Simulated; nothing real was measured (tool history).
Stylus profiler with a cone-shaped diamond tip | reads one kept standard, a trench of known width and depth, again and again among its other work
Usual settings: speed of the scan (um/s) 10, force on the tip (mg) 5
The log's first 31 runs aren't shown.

| run | hour | speed of the scan (um/s) | force on the tip (mg) | depth of the trench (nm) | width of the trench's floor (um) |
|---|---|---|---|---|---|
| 32 | 2593.4 | 25 | 4.18 | 204.84 | 16.16 |
| 33 | 2700.8 | 22 | 5 | 205.35 | 16.18 |
| 34 | 2809.4 | 18 | 10.05 | 208.67 | 16.14 |
| 35 | 2928.2 | 4 | 4.14 | 204.64 | 16.16 |
| 36 | 2996.7 | 8 | 2.99 | 203.8 | 16.1 |
| 37 | 3076.1 | 8 | 2.99 | 203.72 | 16.17 |
| 38 | 3156.1 | 19 | 4.72 | 205.07 | 16.06 |
| 39 | 3268.3 | 31 | 3.75 | 204.29 | 16.02 |
| 40 | 3320.1 | 14 | 3.06 | 203.67 | 16.07 |
| 41 | 3390.8 | 16 | 8.68 | 207.66 | 16.07 |
| 42 | 3452 | 16 | 8.68 | 207.74 | 16.04 |
| 43 | 3545.2 | 16 | 8.68 | 207.64 | 16.05 |
| 44 | 3631.1 | 21 | 1.81 | 202.4 | 15.91 |

3 ways to go on from here, each from the tool as it stands after run 44. What would each give?
| A | 3709.4 | 10 | 13.68 | ? | ? |
| B | 3709.4 | 13 | 5 | ? | ? |
| C | 3709.4 | 34 | 4.19 | ? | ? |

| run | depth of the trench (nm) | width of the trench's floor (um) |
|---|---|---|
| A | 210.48 | 16.06 |
| B | 205.23 | 16.03 |
| C | 204.68 | 16 |
Without the tool's hidden state the same runs would have given:
| run | depth of the trench (nm) | width of the trench's floor (um) |
|---|---|---|
| A | 210.82 | 17.19 |
| B | 205.56 | 17.16 |
| C | 205.01 | 17.14 |

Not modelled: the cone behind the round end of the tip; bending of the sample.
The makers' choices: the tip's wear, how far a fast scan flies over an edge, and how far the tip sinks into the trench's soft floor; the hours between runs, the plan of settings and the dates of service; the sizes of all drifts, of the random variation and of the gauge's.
